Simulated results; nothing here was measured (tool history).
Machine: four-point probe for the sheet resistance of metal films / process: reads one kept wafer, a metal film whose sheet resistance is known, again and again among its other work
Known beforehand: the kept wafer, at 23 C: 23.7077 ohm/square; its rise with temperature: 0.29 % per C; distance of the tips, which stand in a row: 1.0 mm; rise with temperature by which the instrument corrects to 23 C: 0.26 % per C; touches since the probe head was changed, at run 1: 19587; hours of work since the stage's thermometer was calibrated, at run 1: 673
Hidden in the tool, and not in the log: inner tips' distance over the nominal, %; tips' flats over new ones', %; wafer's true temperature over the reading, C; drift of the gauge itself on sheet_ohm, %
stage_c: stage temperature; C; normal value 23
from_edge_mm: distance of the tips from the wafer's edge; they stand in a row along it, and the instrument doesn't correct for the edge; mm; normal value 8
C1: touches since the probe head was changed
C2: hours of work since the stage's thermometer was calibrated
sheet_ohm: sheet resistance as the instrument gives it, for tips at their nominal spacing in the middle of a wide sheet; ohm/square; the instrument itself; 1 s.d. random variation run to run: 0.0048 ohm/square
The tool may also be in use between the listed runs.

run 1 hour=0.0 | stage_c=23 from_edge_mm=8 | C1=19587 C2=673 | sheet_ohm=23.906404
run 2 hour=19.6 | stage_c=23 from_edge_mm=8 | C1=20215 C2=687 | sheet_ohm=23.910781
run 3 hour=31.6 | stage_c=23 from_edge_mm=35 | C1=20598 C2=696 | sheet_ohm=23.717424
run 4 hour=55.5 | stage_c=23 from_edge_mm=35 | C1=21364 C2=713 | sheet_ohm=23.718000
run 5 hour=81.2 | stage_c=23 from_edge_mm=35 | C1=22188 C2=732 | sheet_ohm=23.715665
run 6 hour=96.3 | stage_c=23 from_edge_mm=35 | C1=22669 C2=743 | sheet_ohm=23.712992
run 7 hour=114.8 | stage_c=23 from_edge_mm=35 | C1=23263 C2=756 | sheet_ohm=23.722081
run 8 hour=129.3 | stage_c=23 from_edge_mm=35 | C1=23726 C2=767 | sheet_ohm=23.716053
run 9 hour=144.3 | stage_c=23 from_edge_mm=35 | C1=24207 C2=777 | sheet_ohm=23.712723
run 10 hour=156.2 | stage_c=23 from_edge_mm=22 | C1=24588 C2=786 | sheet_ohm=23.731748
run 11 hour=175.6 | stage_c=23 from_edge_mm=22 | C1=25209 C2=800 | sheet_ohm=23.729480
run 12 hour=188.9 | stage_c=23 from_edge_mm=8 | C1=25636 C2=810 | sheet_ohm=23.903269
run 13 hour=212.9 | stage_c=23 from_edge_mm=8 | C1=26404 C2=827 | sheet_ohm=23.901168
run 14 hour=225.5 | stage_c=23 from_edge_mm=8 | C1=26807 C2=836 | sheet_ohm=23.909440
run 15 hour=247.2 | stage_c=23 from_edge_mm=8 | C1=27501 C2=852 | sheet_ohm=23.900477
run 16 hour=265.9 | stage_c=23 from_edge_mm=8 | C1=28099 C2=865 | sheet_ohm=23.903671
run 17 hour=276.7 | stage_c=21 from_edge_mm=8 | C1=28447 C2=873 | sheet_ohm=23.894245
run 18 hour=298.3 | stage_c=19 from_edge_mm=5 | C1=29136 C2=889 | sheet_ohm=24.180403
run 19 hour=312.5 | stage_c=28 from_edge_mm=23 | C1=29592 C2=899 | sheet_ohm=23.766102
run 20 hour=332.7 | stage_c=23 from_edge_mm=10 | C1=30238 C2=914 | sheet_ohm=23.829608
run 21 hour=346.1 | stage_c=30 from_edge_mm=8 | C1=30668 C2=923 | sheet_ohm=23.955273
run 22 hour=356.7 | stage_c=21 from_edge_mm=38 | C1=31007 C2=931 | sheet_ohm=23.707921
run 23 hour=376.9 | stage_c=28 from_edge_mm=10 | C1=31655 C2=946 | sheet_ohm=23.866604
run 24 hour=390.6 | stage_c=26 from_edge_mm=12 | C1=32091 C2=956 | sheet_ohm=23.798428
run 25 hour=409.7 | stage_c=25 from_edge_mm=30 | C1=32704 C2=969 | sheet_ohm=23.740858
run 26 hour=426.0 | stage_c=25 from_edge_mm=30 | C1=33224 C2=981 | sheet_ohm=23.728853
run 27 hour=446.2 | stage_c=32 from_edge_mm=4 | C1=33872 C2=996 | sheet_ohm=24.545235
run 28 hour=460.0 | stage_c=32 from_edge_mm=4 | C1=34315 C2=1006 | sheet_ohm=24.544761
run 29 hour=479.5 | stage_c=32 from_edge_mm=4 | C1=34938 C2=1020 | sheet_ohm=24.541579
run 30 hour=491.7 | stage_c=32 from_edge_mm=4 | C1=35329 C2=1029 | sheet_ohm=24.540773
run 31 hour=508.3 | stage_c=32 from_edge_mm=7 | C1=35862 C2=1041 | sheet_ohm=24.034282
run 32 hour=531.7 | stage_c=24 from_edge_mm=14 | C1=36609 C2=1058 | sheet_ohm=23.775720

Expected results for the next run?
run 33 hour=544.3 | stage_c=24 from_edge_mm=66 | C1=37013 C2=1067 | sheet_ohm=?

{"run 33": {"sheet_ohm": 23.713489}}
With no hidden state in the tool, this same run would have given sheet_ohm 23.714791 ohm/square.
